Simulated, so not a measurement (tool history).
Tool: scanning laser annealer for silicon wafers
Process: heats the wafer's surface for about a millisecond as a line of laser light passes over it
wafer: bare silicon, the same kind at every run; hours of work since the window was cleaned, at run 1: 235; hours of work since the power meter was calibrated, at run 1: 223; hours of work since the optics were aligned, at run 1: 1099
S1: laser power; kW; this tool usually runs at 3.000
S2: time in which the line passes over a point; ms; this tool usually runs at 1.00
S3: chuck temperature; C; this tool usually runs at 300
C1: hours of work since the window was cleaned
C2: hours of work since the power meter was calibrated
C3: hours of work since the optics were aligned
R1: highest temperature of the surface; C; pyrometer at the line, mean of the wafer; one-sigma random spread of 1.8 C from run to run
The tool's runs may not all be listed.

run	hour	S1	S2	S3	C1	C2	C3	R1
1	0.0	3.000	1.00	300	235	223	1099	1059
2	5.5	3.000	1.00	300	238	226	1103	1060
3	14.4	3.000	1.00	300	244	232	1108	1060
4	22.8	3.000	1.00	300	249	237	1114	1059
5	34.1	3.000	1.00	300	256	244	1121	1058
6	43.5	3.000	1.00	330	262	250	1126	1089
7	53.9	3.000	1.00	300	268	256	1133	1059
8	59.7	3.000	1.00	300	272	260	1136	1058
9	69.2	3.000	1.00	300	278	266	1142	1056
10	74.2	3.275	1.00	300	281	269	1145	1127
11	85.7	3.000	1.00	300	288	276	1153	1056
12	96.4	3.000	1.00	300	295	283	1159	1051
13	107.9	3.000	1.00	300	302	290	1166	1056
14	116.9	3.000	1.00	300	307	296	1172	1057
15	123.2	3.000	1.00	300	311	300	1176	1057
16	127.9	3.000	1.00	291	314	302	1179	1046
17	139.0	3.000	1.00	291	321	309	1186	1046
18	145.9	3.000	1.08	300	325	314	1190	1078
19	151.3	3.000	1.08	327	329	317	1193	1108
20	161.1	3.000	1.08	327	335	323	1199	1105
21	172.5	2.727	1.25	327	342	330	1207	1082
22	179.4	2.989	0.82	269	346	334	1211	959
23	184.3	2.824	1.18	300	349	338	1214	1065
24	195.9	2.824	1.18	300	356	345	1221	1063
25	206.6	2.824	0.71	300	363	351	1228	917
26	217.2	3.198	0.71	300	370	358	1234	992
27	222.2	3.000	1.24	300	373	361	1237	1121
28	233.0	2.868	0.95	323	380	368	1244	1027
29	241.7	3.000	1.00	331	385	373	1249	1084
30	253.1	3.000	1.00	331	392	380	1257	1083
31	258.5	3.000	1.06	298	395	384	1260	1071
32	269.1	2.602	1.00	311	402	390	1267	963
33	274.6	2.874	1.20	319	405	394	1270	1093
34	282.7	2.874	1.09	319	410	399	1275	1066
35	287.5	2.810	0.71	293	413	402	1278	905
36	295.2	2.874	0.80	273	418	406	1283	929
37	305.4	2.692	0.79	328	425	413	1289	942
38	310.2	2.855	0.79	287	428	416	1292	934
39	315.9	2.711	0.79	289	431	419	1296	906
40	322.1	2.711	0.79	289	435	423	1299	903

5 options for the next run, each taken on its own from the tool as it stands now. Forecast them:
A	332.0	2.815	1.08	340	441	429	1306	?
B	332.0	2.711	0.89	289	441	429	1306	?
C	332.0	2.713	0.93	286	441	429	1306	?
D	332.0	2.711	0.92	289	441	429	1306	?
E	332.0	2.725	1.16	283	441	429	1306	?

run	R1
A	1070
B	938
C	945
D	943
E	1006
Had the tool no hidden state, the same runs would have come out as:
run	R1
A	1095
B	960
C	968
D	965
E	1032

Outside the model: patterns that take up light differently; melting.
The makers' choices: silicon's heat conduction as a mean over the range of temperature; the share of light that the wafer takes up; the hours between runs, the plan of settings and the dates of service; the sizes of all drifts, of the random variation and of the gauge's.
